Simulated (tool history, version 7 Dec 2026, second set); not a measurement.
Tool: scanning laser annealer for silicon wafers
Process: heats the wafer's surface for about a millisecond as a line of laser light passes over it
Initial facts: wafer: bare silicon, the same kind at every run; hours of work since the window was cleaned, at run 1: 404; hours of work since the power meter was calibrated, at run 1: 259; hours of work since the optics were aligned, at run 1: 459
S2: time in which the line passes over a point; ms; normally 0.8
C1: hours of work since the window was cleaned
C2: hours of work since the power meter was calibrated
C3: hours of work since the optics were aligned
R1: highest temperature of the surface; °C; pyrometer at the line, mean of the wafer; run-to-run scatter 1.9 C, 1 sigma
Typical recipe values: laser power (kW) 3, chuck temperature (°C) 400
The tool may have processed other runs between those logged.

Run 1, hour 0: usual settings; C1 404; C2 259; C3 459. Result: R1 1118 °C.
Run 2, hour 10: usual settings but S2 0.74 ms; C1 411; C2 266; C3 466. Result: R1 1094 °C.
Run 3, hour 19.4: usual settings but laser power (kW) 3.038; C1 418; C2 273; C3 473. Result: R1 1129 °C.
Run 4, hour 25.8: usual settings but laser power (kW) 3.038, chuck temperature (°C) 389; C1 423; C2 278; C3 477. Result: R1 1117 °C.
Run 5, hour 34.4: usual settings but laser power (kW) 3.17; C1 429; C2 284; C3 484. Result: R1 1163 °C.
Run 6, hour 39.8: usual settings but laser power (kW) 3.291; C1 433; C2 288; C3 487. Result: R1 1190 °C.
Run 7, hour 47.7: usual settings but laser power (kW) 3.291; C1 438; C2 293; C3 493. Result: R1 1192 °C.
Run 8, hour 54.7: usual settings but chuck temperature (°C) 439; C1 443; C2 299; C3 498. Result: R1 1151 °C.
Run 9, hour 65.6: usual settings; C1 451; C2 306; C3 506. Result: R1 1119 °C.
Run 10, hour 77.5: usual settings; C1 460; C2 315; C3 514. Result: R1 1117 °C.
Run 11, hour 89.5: usual settings; C1 468; C2 323; C3 523. Result: R1 1117 °C.
Run 12, hour 99.9: usual settings; C1 476; C2 331; C3 530. Result: R1 1118 °C.
Run 13, hour 108.9: usual settings; C1 482; C2 337; C3 537. Result: R1 1113 °C.
Run 14, hour 120.8: usual settings; C1 491; C2 346; C3 545. Result: R1 1118 °C.
Run 15, hour 126.2: usual settings; C1 495; C2 350; C3 549. Result: R1 1117 °C.
Run 16, hour 136.8: usual settings but chuck temperature (°C) 428; C1 502; C2 357; C3 557. Result: R1 1140 °C.
Run 17, hour 144.6: usual settings but chuck temperature (°C) 428; C1 508; C2 363; C3 562. Result: R1 1142 °C.
Run 18, hour 151: usual settings but chuck temperature (°C) 428; C1 512; C2 368; C3 567. Result: R1 1143 °C.
Run 19, hour 163.3: usual settings but chuck temperature (°C) 428; C1 521; C2 376; C3 576. Result: R1 1146 °C.
Run 20, hour 170.7: usual settings but laser power (kW) 2.827, chuck temperature (°C) 428; C1 527; C2 382; C3 581. Result: R1 1097 °C.
Run 21, hour 177.6: usual settings but laser power (kW) 2.827, chuck temperature (°C) 428; C1 532; C2 387; C3 586. Result: R1 1099 °C.
Run 22, hour 183.5: usual settings but laser power (kW) 2.827, chuck temperature (°C) 428; C1 536; C2 391; C3 590. Result: R1 1101 °C.
Run 23, hour 192.5: usual settings but laser power (kW) 2.619, chuck temperature (°C) 424; C1 542; C2 397; C3 597. Result: R1 1040 °C.
Run 24, hour 202.2: usual settings but laser power (kW) 2.662, S2 0.894 ms; C1 549; C2 404; C3 604. Result: R1 1062 °C.
Run 25, hour 208.5: usual settings but laser power (kW) 2.972, S2 0.894 ms, chuck temperature (°C) 392; C1 554; C2 409; C3 608. Result: R1 1135 °C.
At hour 212.2: laser's power meter calibrated.
Run 26, hour 219.4: usual settings but laser power (kW) 2.833, S2 0.895 ms, chuck temperature (°C) 410; C1 559; C2 5; C3 614. Result: R1 1115 °C.
Run 27, hour 229.3: usual settings but laser power (kW) 2.833, S2 0.895 ms, chuck temperature (°C) 410; C1 566; C2 12; C3 621. Result: R1 1118 °C.
Run 28, hour 236.2: usual settings but laser power (kW) 2.743, S2 0.895 ms, chuck temperature (°C) 399; C1 571; C2 17; C3 626. Result: R1 1080 °C.
Run 29, hour 245.6: usual settings but laser power (kW) 2.743, S2 0.895 ms, chuck temperature (°C) 399; C1 578; C2 24; C3 633. Result: R1 1079 °C.
Run 30, hour 251.9: usual settings but laser power (kW) 2.743, S2 0.895 ms, chuck temperature (°C) 399; C1 583; C2 28; C3 637. Result: R1 1078 °C.
At hour 261.4: laser's power meter calibrated, once more.
Run 31, hour 261.4: usual settings but laser power (kW) 2.743, S2 0.895 ms, chuck temperature (°C) 399; C1 587; C2 0; C3 642. Result: R1 1078 °C.
Run 32, hour 270.1: usual settings but laser power (kW) 2.743, S2 0.895 ms, chuck temperature (°C) 399; C1 594; C2 6; C3 648. Result: R1 1077 °C.
Run 33, hour 275.8: usual settings but laser power (kW) 2.743, S2 0.895 ms, chuck temperature (°C) 399; C1 598; C2 10; C3 652. Result: R1 1076 °C.
Run 34, hour 287: usual settings but S2 0.679 ms; C1 606; C2 18; C3 660. Result: R1 1055 °C.
Run 35, hour 292.2: usual settings but chuck temperature (°C) 380; C1 609; C2 22; C3 664. Result: R1 1090 °C.
Run 36, hour 298.5: usual settings but chuck temperature (°C) 380; C1 614; C2 27; C3 669. Result: R1 1087 °C.
Run 37, hour 310.6: usual settings but laser power (kW) 2.851, S2 0.889 ms, chuck temperature (°C) 416; C1 623; C2 35; C3 677. Result: R1 1118 °C.
Run 38, hour 315.8: usual settings but laser power (kW) 2.851, S2 0.889 ms, chuck temperature (°C) 416; C1 626; C2 39; C3 681. Result: R1 1118 °C.
Run 39, hour 321.9: usual settings but laser power (kW) 2.764; C1 631; C2 43; C3 685. Result: R1 1048 °C.
Run 40, hour 332.7: usual settings but laser power (kW) 3.084, S2 0.883 ms, chuck temperature (°C) 428; C1 638; C2 51; C3 693. Result: R1 1186 °C.

Here are 3 independent what-if runs from the current tool condition. What would each one return?
Run A, hour 344.5: usual settings but laser power (kW) 3.209, S2 0.773 ms, chuck temperature (°C) 428; C1 647; C2 60; C3 702. Result: R1 ?.
Run B, hour 344.5: usual settings but S2 0.913 ms, chuck temperature (°C) 384; C1 647; C2 60; C3 702. Result: R1 ?.
Run C, hour 344.5: usual settings but laser power (kW) 2.877, S2 0.883 ms, chuck temperature (°C) 404; C1 647; C2 60; C3 702. Result: R1 ?.

run    R1
  A  1174
  B  1134
  C  1111
Take away the tool's hidden state, keep each run's random variation, and the runs would have read:
run    R1
  A  1210
  B  1170
  C  1145
